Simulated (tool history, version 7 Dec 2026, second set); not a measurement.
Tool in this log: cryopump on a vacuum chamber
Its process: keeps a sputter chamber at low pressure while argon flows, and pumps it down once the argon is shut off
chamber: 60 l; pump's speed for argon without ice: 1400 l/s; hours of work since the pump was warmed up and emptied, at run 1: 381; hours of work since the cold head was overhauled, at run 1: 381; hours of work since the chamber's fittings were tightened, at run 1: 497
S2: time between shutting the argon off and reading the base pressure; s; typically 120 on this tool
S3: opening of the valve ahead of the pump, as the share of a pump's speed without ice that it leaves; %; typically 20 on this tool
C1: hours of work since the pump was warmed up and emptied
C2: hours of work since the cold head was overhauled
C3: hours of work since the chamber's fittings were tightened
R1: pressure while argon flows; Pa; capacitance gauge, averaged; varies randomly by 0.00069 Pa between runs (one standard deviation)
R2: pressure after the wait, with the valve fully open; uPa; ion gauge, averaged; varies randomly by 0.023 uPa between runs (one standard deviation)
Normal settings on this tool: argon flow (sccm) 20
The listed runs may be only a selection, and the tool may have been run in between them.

Run 1, hour 0: usual settings; C1 381; C2 381; C3 497. Result: R1 0.1292 Pa, R2 1.11 uPa.
Run 2, hour 48.8: usual settings but S2 94 s; C1 406; C2 406; C3 521. Result: R1 0.1291 Pa, R2 1.29 uPa.
Run 3, hour 131.8: usual settings but S2 94 s; C1 447; C2 447; C3 562. Result: R1 0.1304 Pa, R2 1.32 uPa.
Run 4, hour 177.3: usual settings but S2 94 s; C1 469; C2 469; C3 584. Result: R1 0.1309 Pa, R2 1.39 uPa.
Run 5, hour 245.5: usual settings; C1 503; C2 503; C3 618. Result: R1 0.134 Pa, R2 1.24 uPa.
At hour 276.3: pump warmed up, emptied and cooled again.
Run 6, hour 311.4: usual settings; C1 17; C2 533; C3 648. Result: R1 0.1212 Pa, R2 1.05 uPa.
Run 7, hour 372.4: usual settings but S2 217 s; C1 47; C2 563; C3 678. Result: R1 0.1212 Pa, R2 0.81 uPa.
Run 8, hour 422.7: usual settings but S2 217 s; C1 72; C2 588; C3 703. Result: R1 0.1226 Pa, R2 0.83 uPa.
Run 9, hour 466.6: usual settings but S2 217 s; C1 94; C2 610; C3 725. Result: R1 0.1225 Pa, R2 0.87 uPa.
Run 10, hour 543.8: usual settings but S2 77 s; C1 132; C2 648; C3 763. Result: R1 0.1238 Pa, R2 1.47 uPa.
Run 11, hour 585.5: usual settings but S2 77 s; C1 153; C2 668; C3 784. Result: R1 0.1241 Pa, R2 1.49 uPa.
Run 12, hour 632.2: usual settings but argon flow (sccm) 12; C1 176; C2 691; C3 807. Result: R1 0.0746 Pa, R2 1.17 uPa.
Run 13, hour 705.9: usual settings but argon flow (sccm) 12, S3 28 %; C1 212; C2 728; C3 843. Result: R1 0.0544 Pa, R2 1.25 uPa.
Run 14, hour 792.2: usual settings but argon flow (sccm) 12, S3 28 %; C1 255; C2 771; C3 886. Result: R1 0.0548 Pa, R2 1.24 uPa.
Run 15, hour 872.8: usual settings but argon flow (sccm) 12, S3 28 %; C1 295; C2 810; C3 926. Result: R1 0.0559 Pa, R2 1.3 uPa.
Run 16, hour 915.6: usual settings; C1 316; C2 832; C3 947. Result: R1 0.1281 Pa, R2 1.3 uPa.
Run 17, hour 987.8: usual settings but S3 27 %; C1 352; C2 867; C3 982. Result: R1 0.0973 Pa, R2 1.38 uPa.
Run 18, hour 1031.2: usual settings but S3 27 %; C1 373; C2 889; C3 1004. Result: R1 0.0979 Pa, R2 1.37 uPa.
Run 19, hour 1106.5: usual settings but S2 23 s, S3 27 %; C1 410; C2 926; C3 1041. Result: R1 0.0992 Pa, R2 3.68 uPa.
Run 20, hour 1190.2: usual settings but argon flow (sccm) 22; C1 452; C2 967; C3 1082. Result: R1 0.1451 Pa, R2 1.51 uPa.
Run 21, hour 1232.1: usual settings but argon flow (sccm) 12, S3 18 %; C1 472; C2 988; C3 1103. Result: R1 0.0886 Pa, R2 1.51 uPa.
Run 22, hour 1283.4: usual settings but argon flow (sccm) 15, S2 32 s, S3 52 %; C1 498; C2 1013; C3 1129. Result: R1 0.0441 Pa, R2 2.93 uPa.
At hour 1323.5: pump warmed up, emptied and cooled again.
Run 23, hour 1323.5: usual settings but argon flow (sccm) 15, S2 32 s, S3 52 %; C1 0; C2 1031; C3 1146. Result: R1 0.0343 Pa, R2 2.68 uPa.
Run 24, hour 1385.2: usual settings but argon flow (sccm) 15, S2 32 s, S3 57 %; C1 31; C2 1061; C3 1176. Result: R1 0.0319 Pa, R2 2.67 uPa.
Run 25, hour 1466.5: usual settings but argon flow (sccm) 15, S2 32 s, S3 57 %; C1 71; C2 1101; C3 1217. Result: R1 0.033 Pa, R2 2.69 uPa.
Run 26, hour 1538.8: usual settings but argon flow (sccm) 10, S2 43 s, S3 46 %; C1 106; C2 1137; C3 1252. Result: R1 0.0276 Pa, R2 2.21 uPa.

The next listed run, before its measurement:
Run 27, hour 1602.2: usual settings but argon flow (sccm) 10, S2 43 s, S3 46 %; C1 138; C2 1168; C3 1284. Result: R1 ?, R2 ?.

R1: 0.027 Pa
R2: 2.33 uPa
Without the tool's hidden state the same run would have given R1 0.0257 Pa, R2 1.74 uPa.

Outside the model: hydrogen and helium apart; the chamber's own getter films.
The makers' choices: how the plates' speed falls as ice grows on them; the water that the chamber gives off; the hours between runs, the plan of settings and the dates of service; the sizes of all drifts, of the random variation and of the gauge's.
